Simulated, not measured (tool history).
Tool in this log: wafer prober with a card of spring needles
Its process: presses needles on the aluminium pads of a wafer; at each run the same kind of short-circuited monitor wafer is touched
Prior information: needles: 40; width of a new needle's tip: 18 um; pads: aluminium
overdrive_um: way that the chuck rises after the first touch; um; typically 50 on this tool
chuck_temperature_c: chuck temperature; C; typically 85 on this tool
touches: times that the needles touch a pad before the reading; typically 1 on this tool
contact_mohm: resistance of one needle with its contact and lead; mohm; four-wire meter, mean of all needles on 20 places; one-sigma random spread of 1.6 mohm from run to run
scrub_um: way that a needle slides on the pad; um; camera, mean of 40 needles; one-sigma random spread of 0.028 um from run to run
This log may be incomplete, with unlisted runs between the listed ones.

run	hour	overdrive_um	chuck_temperature_c	touches	contact_mohm	scrub_um
1	0.0	50	85	1	153	12.72
# hour 3.6: tips cleaned on abrasive film
# hour 19.4: tips cleaned on abrasive film
2	32.3	50	85	1	155	12.71
# hour 36.0: tips cleaned on abrasive film
# hour 52.4: tips cleaned on abrasive film
# hour 69.1: tips cleaned on abrasive film
3	69.1	50	40	1	147	12.69
# hour 84.6: tips cleaned on abrasive film
4	90.2	50	85	1	155	12.72
# hour 101.0: tips cleaned on abrasive film
# hour 117.8: tips cleaned on abrasive film
5	117.8	50	85	1	153	12.63
# hour 123.1: height of the first contact set anew
# hour 134.5: tips cleaned on abrasive film
6	146.5	50	85	1	153	12.70
# hour 152.6: tips cleaned on abrasive film
# hour 168.6: tips cleaned on abrasive film
# hour 183.9: tips cleaned on abrasive film
7	183.9	50	85	1	151	12.80
# hour 198.9: tips cleaned on abrasive film
8	207.7	50	85	1	154	12.69
# hour 217.2: tips cleaned on abrasive film
# hour 233.8: tips cleaned on abrasive film
9	237.4	50	85	1	157	12.73
# hour 251.1: tips cleaned on abrasive film
# hour 266.7: tips cleaned on abrasive film
10	270.1	50	85	1	153	12.69
# hour 282.6: tips cleaned on abrasive film
# hour 298.9: tips cleaned on abrasive film
# hour 299.2: height of the first contact set anew
11	308.5	50	85	1	157	12.69
# hour 316.5: tips cleaned on abrasive film
12	328.6	50	85	1	155	12.70
# hour 333.9: tips cleaned on abrasive film
# hour 350.7: tips cleaned on abrasive film
13	354.5	50	85	1	156	12.72
# hour 367.1: tips cleaned on abrasive film
14	381.2	50	85	1	153	12.67
# hour 383.3: tips cleaned on abrasive film
# hour 398.5: tips cleaned on abrasive film
# hour 416.1: tips cleaned on abrasive film
15	419.9	50	85	1	155	12.71
# hour 431.3: tips cleaned on abrasive film
# hour 446.4: tips cleaned on abrasive film
16	459.0	33	56	1	166	8.38
# hour 461.3: tips cleaned on abrasive film
# hour 475.8: height of the first contact set anew
17	476.0	46	112	2	164	11.71
# hour 479.4: tips cleaned on abrasive film
# hour 497.5: tips cleaned on abrasive film
18	502.2	46	29	1	146	11.67
# hour 512.5: tips cleaned on abrasive film
# hour 528.0: tips cleaned on abrasive film
19	532.6	50	25	1	140	12.70
# hour 543.1: tips cleaned on abrasive film
# hour 559.0: tips cleaned on abrasive film
20	564.0	50	25	1	139	12.72
# hour 575.7: tips cleaned on abrasive film
21	581.4	50	25	1	142	12.67
# hour 590.6: tips cleaned on abrasive film
22	600.6	31	30	1	162	7.86
# hour 606.1: tips cleaned on abrasive film
# hour 621.4: tips cleaned on abrasive film
23	621.4	31	30	1	163	7.85
# hour 637.2: tips cleaned on abrasive film
# hour 652.8: tips cleaned on abrasive film
# hour 653.1: height of the first contact set anew
24	659.5	40	111	2	170	10.15
# hour 669.0: tips cleaned on abrasive film
25	682.7	40	111	2	170	10.14
# hour 684.9: tips cleaned on abrasive film
# hour 699.9: tips cleaned on abrasive film
# hour 717.0: tips cleaned on abrasive film
26	717.0	40	28	3	150	10.16
# hour 733.1: tips cleaned on abrasive film
27	745.0	40	28	3	154	10.18
# hour 750.7: tips cleaned on abrasive film
# hour 766.0: tips cleaned on abrasive film
28	778.0	40	28	3	150	10.15
# hour 780.9: tips cleaned on abrasive film
# hour 797.0: tips cleaned on abrasive film
# hour 814.0: tips cleaned on abrasive film
29	814.7	40	28	3	150	10.20
# hour 829.0: height of the first contact set anew
# hour 831.2: tips cleaned on abrasive film
30	836.3	40	28	3	148	10.12

Branching from run 30: 3 alternative next runs. What would each branch give?
# hour 847.4: tips cleaned on abrasive film
A	861.6	57	61	1	?	?
# hour 847.4: tips cleaned on abrasive film
B	861.6	50	85	3	?	?
# hour 847.4: tips cleaned on abrasive film
C	861.6	42	46	2	?	?

run	contact_mohm	scrub_um
A	144	14.50
B	153	12.72
C	152	10.66
Take away the tool's hidden state, keep each run's random variation, and the runs would have read:
run	contact_mohm	scrub_um
A	144	14.50
B	153	12.72
C	152	10.66

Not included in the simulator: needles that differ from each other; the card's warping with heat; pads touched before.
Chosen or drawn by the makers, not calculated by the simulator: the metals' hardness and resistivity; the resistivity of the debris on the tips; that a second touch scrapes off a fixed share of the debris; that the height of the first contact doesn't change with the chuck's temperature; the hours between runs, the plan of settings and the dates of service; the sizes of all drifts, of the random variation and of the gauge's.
